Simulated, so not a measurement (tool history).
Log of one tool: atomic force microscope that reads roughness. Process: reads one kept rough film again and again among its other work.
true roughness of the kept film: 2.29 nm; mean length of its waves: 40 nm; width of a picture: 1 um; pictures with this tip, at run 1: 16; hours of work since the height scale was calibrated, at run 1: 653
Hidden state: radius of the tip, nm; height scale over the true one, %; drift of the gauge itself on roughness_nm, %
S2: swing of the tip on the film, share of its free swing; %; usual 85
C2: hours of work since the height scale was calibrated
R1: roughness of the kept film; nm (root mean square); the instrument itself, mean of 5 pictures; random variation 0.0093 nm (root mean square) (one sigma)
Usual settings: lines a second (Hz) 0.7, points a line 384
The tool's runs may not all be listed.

{"run": 1, "hour": 0.0, "lines a second (Hz)": 0.7, "S2": 85, "points a line": 384, "pictures with this tip": 16, "C2": 653, "R1": 2.079}
{"run": 2, "hour": 35.8, "lines a second (Hz)": 0.7, "S2": 68, "points a line": 384, "pictures with this tip": 112, "C2": 681, "R1": 2.01}
{"run": 3, "hour": 69.4, "lines a second (Hz)": 0.7, "S2": 68, "points a line": 384, "pictures with this tip": 202, "C2": 708, "R1": 1.966}
{"run": 4, "hour": 99.6, "lines a second (Hz)": 2.342, "S2": 85, "points a line": 384, "pictures with this tip": 283, "C2": 732, "R1": 1.705}
{"hour": 107.9, "done": "new tip fitted"}
{"run": 5, "hour": 143.3, "lines a second (Hz)": 0.7, "S2": 85, "points a line": 300, "pictures with this tip": 95, "C2": 767, "R1": 1.992}
{"run": 6, "hour": 186.2, "lines a second (Hz)": 0.7, "S2": 85, "points a line": 300, "pictures with this tip": 209, "C2": 801, "R1": 1.899}
{"hour": 222.1, "done": "new tip fitted"}
{"run": 7, "hour": 230.3, "lines a second (Hz)": 0.7, "S2": 82, "points a line": 822, "pictures with this tip": 22, "C2": 836, "R1": 2.065}
{"run": 8, "hour": 259.8, "lines a second (Hz)": 1.186, "S2": 80, "points a line": 429, "pictures with this tip": 101, "C2": 860, "R1": 1.968}
{"run": 9, "hour": 285.7, "lines a second (Hz)": 1.186, "S2": 80, "points a line": 429, "pictures with this tip": 171, "C2": 880, "R1": 1.891}
{"run": 10, "hour": 312.3, "lines a second (Hz)": 1.186, "S2": 80, "points a line": 429, "pictures with this tip": 242, "C2": 902, "R1": 1.837}

4 ways to go on from here, each from the tool as it stands after run 10. What would each give?
{"hour": 336.9, "done": "new tip fitted"}
{"run": "A", "hour": 358.9, "lines a second (Hz)": 3.251, "S2": 80, "points a line": 770, "pictures with this tip": 59, "C2": 938, "R1": "?"}
{"hour": 336.9, "done": "new tip fitted"}
{"run": "B", "hour": 358.9, "lines a second (Hz)": 1.057, "S2": 80, "points a line": 384, "pictures with this tip": 59, "C2": 938, "R1": "?"}
{"hour": 336.9, "done": "new tip fitted"}
{"run": "C", "hour": 358.9, "lines a second (Hz)": 1.803, "S2": 77, "points a line": 384, "pictures with this tip": 59, "C2": 938, "R1": "?"}
{"hour": 336.9, "done": "new tip fitted"}
{"run": "D", "hour": 358.9, "lines a second (Hz)": 1.183, "S2": 80, "points a line": 650, "pictures with this tip": 59, "C2": 938, "R1": "?"}

run=A R1=1.838
run=B R1=2.002
run=C R1=1.976
run=D R1=2.014
Without the tool's hidden state the same runs would have given:
run=A R1=1.908
run=B R1=2.079
run=C R1=2.052
run=D R1=2.092
